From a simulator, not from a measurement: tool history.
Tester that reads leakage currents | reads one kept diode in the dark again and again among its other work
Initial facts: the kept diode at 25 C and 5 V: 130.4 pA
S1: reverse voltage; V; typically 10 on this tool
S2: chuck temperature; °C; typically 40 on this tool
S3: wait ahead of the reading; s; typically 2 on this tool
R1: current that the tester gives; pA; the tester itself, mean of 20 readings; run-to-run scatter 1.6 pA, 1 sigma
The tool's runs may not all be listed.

run	hour	S1	S2	S3	R1
1	0	10	40	2	544.48
2	36.2	10	40	2	547.04
3	78.7	10	26	2	191.65
4	124.6	10	26	2	191.11
5	183.5	10	23	2	152.49
6	239.5	10	32	2	306.72
7	287.3	10	32	2	307.8
8	325.8	10	32	2	307.77
9	374	10	44	2	738.67
10	398.2	10	40	5.38	556.4
11	436.2	10	40	5.38	554.84
12	483.1	10	40	5.38	558.68
13	529.8	10	40	5.38	560.35
14	560.7	10	40	2.71	559.59
15	611.7	10	34	3.84	363.07
16	665	3.9	34	0.66	252.47
17	721.1	3.5	24	0.36	115.16
18	746.1	3.5	24	0.36	115.15
19	772.3	20	31	0.35	400.66
20	828.9	18.5	26	0.37	271.97
21	884.8	18.5	26	0.37	273.47
22	936.5	18.5	26	5.21	259.76
23	972.3	5.2	40	0.42	449.6
24	1013.8	10	40	0.81	578.55
# hour 1059.9: probe card cleaned and baked
25	1070.3	4.7	21	1.72	98.52
26	1111.8	1.3	57	2	837.71
27	1171	1.3	57	2	850.15
28	1209.6	1.3	57	2	842.72

What if the next run were any one of these 5? Each begins from the tool's condition after run 28:
A	1265.2	1.5	40	0.4	?
B	1265.2	10	40	0.51	?
C	1265.2	10	46	0.5	?
D	1265.2	2.1	32	2	?
E	1265.2	12.8	57	7.87	?

run	R1
A	276.59
B	575.38
C	876.41
D	174.42
E	2017.72
The same runs, with their run-to-run variation unchanged, on a tool lacking any hidden condition would have given:
run	R1
A	261.36
B	543.11
C	829.58
D	164.12
E	1917.76
